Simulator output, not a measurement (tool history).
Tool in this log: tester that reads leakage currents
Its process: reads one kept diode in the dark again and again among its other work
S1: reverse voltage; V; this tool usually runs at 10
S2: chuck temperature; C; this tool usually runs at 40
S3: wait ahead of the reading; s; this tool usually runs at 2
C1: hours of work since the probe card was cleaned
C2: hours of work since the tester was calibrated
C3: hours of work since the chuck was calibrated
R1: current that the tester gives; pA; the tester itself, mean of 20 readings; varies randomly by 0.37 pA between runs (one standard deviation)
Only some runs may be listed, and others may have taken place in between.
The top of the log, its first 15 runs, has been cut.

| run | hour | S1 | S2 | S3 | C1 | C2 | C3 | R1 |
|---|---|---|---|---|---|---|---|---|
| 16 | 452.4 | 10 | 40 | 6.36 | 532 | 1817 | 663 | 132.06 |
| 17 | 483.7 | 10 | 40 | 6.36 | 546 | 1831 | 677 | 132.11 |
| 18 | 500 | 10 | 40 | 6.36 | 553 | 1838 | 684 | 131.43 |
| 19 | 521.2 | 10 | 40 | 6.36 | 562 | 1848 | 693 | 132.72 |
| 20 | 553.1 | 10 | 40 | 6.36 | 576 | 1862 | 707 | 131.81 |
| 21 | 585.8 | 10 | 40 | 6.36 | 591 | 1876 | 722 | 132.17 |
| 22 | 618.4 | 1.9 | 28 | 0.5 | 605 | 1891 | 736 | 26.43 |
| 23 | 651.8 | 1.9 | 28 | 0.5 | 620 | 1905 | 751 | 26.5 |
| 24 | 679.6 | 4.2 | 40 | 5.87 | 632 | 1918 | 763 | 85.16 |
| 25 | 703.7 | 4.2 | 40 | 5.87 | 643 | 1928 | 774 | 85.41 |
| 26 | 734.2 | 3.9 | 37 | 0.36 | 656 | 1942 | 787 | 70.38 |
| 27 | 767.8 | 3.9 | 37 | 0.36 | 671 | 1956 | 802 | 70.26 |
| 28 | 784.3 | 2.3 | 43 | 0.83 | 678 | 1964 | 809 | 76.87 |
| 29 | 808.3 | 10 | 28 | 1.35 | 689 | 1974 | 820 | 64.24 |
| 30 | 835.8 | 10 | 60 | 2.18 | 701 | 1986 | 832 | 444.8 |
| 31 | 858.2 | 1.2 | 27 | 2 | 711 | 1996 | 842 | 19.03 |
| 32 | 878 | 14.2 | 30 | 1.26 | 720 | 2005 | 851 | 88.91 |
| 33 | 893.6 | 14.2 | 30 | 1.26 | 727 | 2012 | 857 | 89.39 |
| 34 | 931.8 | 14.2 | 30 | 1.16 | 743 | 2029 | 874 | 89.33 |
| 35 | 955.7 | 10 | 29 | 8.39 | 754 | 2039 | 885 | 67.73 |
| 36 | 977 | 2.3 | 35 | 0.58 | 763 | 2049 | 894 | 46.72 |
| 37 | 999.9 | 2.3 | 35 | 0.58 | 773 | 2059 | 904 | 46.88 |
| 38 | 1033.8 | 5.6 | 40 | 0.53 | 788 | 2074 | 919 | 102.21 |
| 39 | 1053.1 | 5.6 | 40 | 0.53 | 797 | 2082 | 928 | 103.14 |

Forecast each of these 3 alternatives for the next run:
| A | 1088.9 | 6.5 | 40 | 3.16 | 813 | 2098 | 944 | ? |
| B | 1088.9 | 16 | 40 | 2 | 813 | 2098 | 944 | ? |
| C | 1088.9 | 10 | 26 | 2 | 813 | 2098 | 944 | ? |

| run | R1 |
|---|---|
| A | 108.95 |
| B | 175.43 |
| C | 57.27 |
With the hidden condition removed and each run's random variation left untouched, the same runs would have given:
| run | R1 |
|---|---|
| A | 99.14 |
| B | 155.99 |
| C | 47.63 |

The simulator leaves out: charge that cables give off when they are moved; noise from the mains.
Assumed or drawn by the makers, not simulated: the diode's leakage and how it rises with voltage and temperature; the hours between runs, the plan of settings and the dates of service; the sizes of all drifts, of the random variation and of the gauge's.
